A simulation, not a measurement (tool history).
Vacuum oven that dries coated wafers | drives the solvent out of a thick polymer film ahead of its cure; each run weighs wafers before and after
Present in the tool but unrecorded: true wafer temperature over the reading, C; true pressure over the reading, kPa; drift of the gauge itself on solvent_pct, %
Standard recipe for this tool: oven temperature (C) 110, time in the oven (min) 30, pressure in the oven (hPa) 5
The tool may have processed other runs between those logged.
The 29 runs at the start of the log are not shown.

run,hour,oven temperature (C),time in the oven (min),pressure in the oven (hPa),hours of work since the thermocouples were calibrated,hours of work since the vacuum gauge was cleaned of residue,solvent left in the film (%)
30,377.2,102,44,4.1,429,481,2.85
31,388.3,102,44,4.1,437,488,2.92
32,398.5,102,44,4.1,444,495,2.92
33,411.1,119,44,4.1,453,504,0.4
34,420.9,119,44,4.1,460,511,0.45
35,428.5,119,44,4.1,465,516,0.39
36,439.9,96,35,2.86,473,524,6.27
37,448.8,107,53,6.35,479,530,1.31
38,463.5,124,39,19.18,489,540,1.2
39,475.4,108,26,19.18,497,548,4.67
40,486.6,118,20,4.09,505,556,1.71
41,497.1,119,45,3.68,512,563,0.31
42,505.4,119,45,3.68,518,569,0.36
43,519.9,110,42,5,528,579,1.32
44,536.5,110,42,5,540,591,1.26
45,546.9,110,42,5,547,598,1.26
46,560.1,110,17,8.78,556,607,5.33
47,569.5,114,22,3.17,562,613,2.32
48,577.9,104,22,3.17,568,619,5.78

Here are 3 independent what-if runs from the current tool condition. What would each one return?
A,587.4,110,26,3.99,575,626,?
B,587.4,104,27,3.17,575,626,?
C,587.4,110,18,5,575,626,?

run,solvent left in the film (%)
A,2.91
B,4.71
C,4.88
With no hidden state in the tool, these same runs would have given:
run,solvent left in the film (%)
A,2.69
B,4.45
C,4.64
